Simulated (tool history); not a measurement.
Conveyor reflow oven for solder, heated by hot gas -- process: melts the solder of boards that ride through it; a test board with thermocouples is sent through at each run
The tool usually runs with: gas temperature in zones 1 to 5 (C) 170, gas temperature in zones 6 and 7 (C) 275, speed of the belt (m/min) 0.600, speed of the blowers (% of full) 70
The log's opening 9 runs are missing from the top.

run     day  gas temperature in zones 1 to 5 (C)  gas temperature in zones 6 and 7 (C)  speed of the belt (m/min)  speed of the blowers (% of full)  highest temperature of the board (C)  time above the solder's melting point (s)
 10  16.833                                  170                                   284                      0.600                                70                                 268.0                                       69.4
 11  19.233                                  170                                   284                      0.600                                70                                 266.9                                       69.5
 12  20.975                                  170                                   284                      0.600                                70                                 267.2                                       69.3
 13  22.175                                  170                                   264                      0.600                                70                                 249.2                                       57.7
     23.762  -- flux residue cleaned out of gas plates and filters
 14  24.342                                  170                                   264                      0.600                                70                                 249.5                                       59.0
 15  26.767                                  170                                   275                      0.600                                64                                 258.6                                       64.5
 16  27.950                                  171                                   263                      0.697                                70                                 244.3                                       45.2
 17  29.688                                  171                                   263                      0.697                                70                                 244.1                                       45.3
 18  30.842                                  161                                   266                      0.600                                86                                 252.7                                       59.1
 19  32.562                                  170                                   290                      0.575                                62                                 272.9                                       75.8
 20  33.662                                  170                                   286                      0.684                                62                                 262.2                                       58.2
 21  34.767                                  170                                   286                      0.684                                62                                 261.9                                       58.0
 22  37.025                                  170                                   286                      0.690                                54                                 259.1                                       55.4
 23  38.762                                  170                                   283                      0.600                                61                                 264.6                                       67.8
 24  39.962                                  170                                   283                      0.600                                61                                 263.9                                       68.1
 25  41.404                                  170                                   283                      0.600                                61                                 264.1                                       68.0
 26  42.775                                  162                                   275                      0.600                                73                                 257.3                                       62.6
 27  44.112                                  162                                   275                      0.600                                73                                 258.2                                       62.2
 28  46.050                                  162                                   275                      0.600                                73                                 257.8                                       62.0
     47.583  -- flux residue cleaned out of gas plates and filters
 29  47.746                                  162                                   275                      0.498                                73                                 264.0                                       81.0
 30  49.096                                  178                                   275                      0.600                                52                                 256.2                                       66.0

Predict each of these 4 candidate next runs independently; none follows another, all start after run 30:
  A  50.242                                  172                                   275                      0.600                                70                                     ?                                          ?
  B  50.242                                  173                                   275                      0.600                                90                                     ?                                          ?
  C  50.242                                  170                                   277                      0.569                                53                                     ?                                          ?
  D  50.242                                  175                                   275                      0.678                                59                                     ?                                          ?

run  highest temperature of the board (C)  time above the solder's melting point (s)
  A                                 258.9                                       66.7
  B                                 262.2                                       69.4
  C                                 258.7                                       68.6
  D                                 253.8                                       54.7
Had the tool no hidden state, the same runs would have come out as:
run  highest temperature of the board (C)  time above the solder's melting point (s)
  A                                 260.8                                       65.6
  B                                 264.3                                       68.2
  C                                 260.4                                       67.5
  D                                 255.3                                       53.9
